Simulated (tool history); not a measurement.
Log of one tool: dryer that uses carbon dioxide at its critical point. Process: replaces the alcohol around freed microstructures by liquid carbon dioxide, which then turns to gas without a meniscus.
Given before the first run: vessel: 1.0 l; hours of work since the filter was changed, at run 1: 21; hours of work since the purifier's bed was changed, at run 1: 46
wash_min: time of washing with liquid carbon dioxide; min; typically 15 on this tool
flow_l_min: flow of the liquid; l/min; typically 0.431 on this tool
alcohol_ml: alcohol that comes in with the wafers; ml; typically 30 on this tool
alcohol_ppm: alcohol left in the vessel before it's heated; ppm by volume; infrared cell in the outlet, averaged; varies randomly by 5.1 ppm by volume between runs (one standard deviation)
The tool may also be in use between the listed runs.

run,hour,wash_min,flow_l_min,alcohol_ml,hours of work since the filter was changed,hours of work since the purifier's bed was changed,alcohol_ppm
1,0.0,15,0.431,30,21,46,68
2,9.8,15,0.431,30,28,53,74
3,14.2,15,0.431,30,31,56,72
4,19.4,15,0.431,30,34,59,77
5,23.7,15,0.431,30,37,62,84
6,31.0,15,0.431,105,42,67,238
7,36.5,15,0.431,105,46,71,229
8,42.7,24,0.287,84,50,75,145
9,47.3,10,0.431,30,53,78,511
10,55.3,15,0.419,30,59,84,96
11,64.9,12,0.314,34,65,90,997
12,71.7,15,0.431,37,70,95,96
13,79.6,19,0.632,54,76,101,27
14,83.9,10,0.374,30,79,104,917

What if the next run were any one of these 4? Each begins from the tool's condition after run 14:
A,92.7,10,0.374,93,85,110,?
B,92.7,12,0.431,30,85,110,?
C,92.7,15,0.401,30,85,110,?
D,92.7,23,0.311,30,85,110,?

run,alcohol_ppm
A,2773
B,247
C,126
D,59
Stripped of hidden state, with their random variation kept, the same runs would have yielded:
run,alcohol_ppm
A,2544
B,205
C,95
D,35
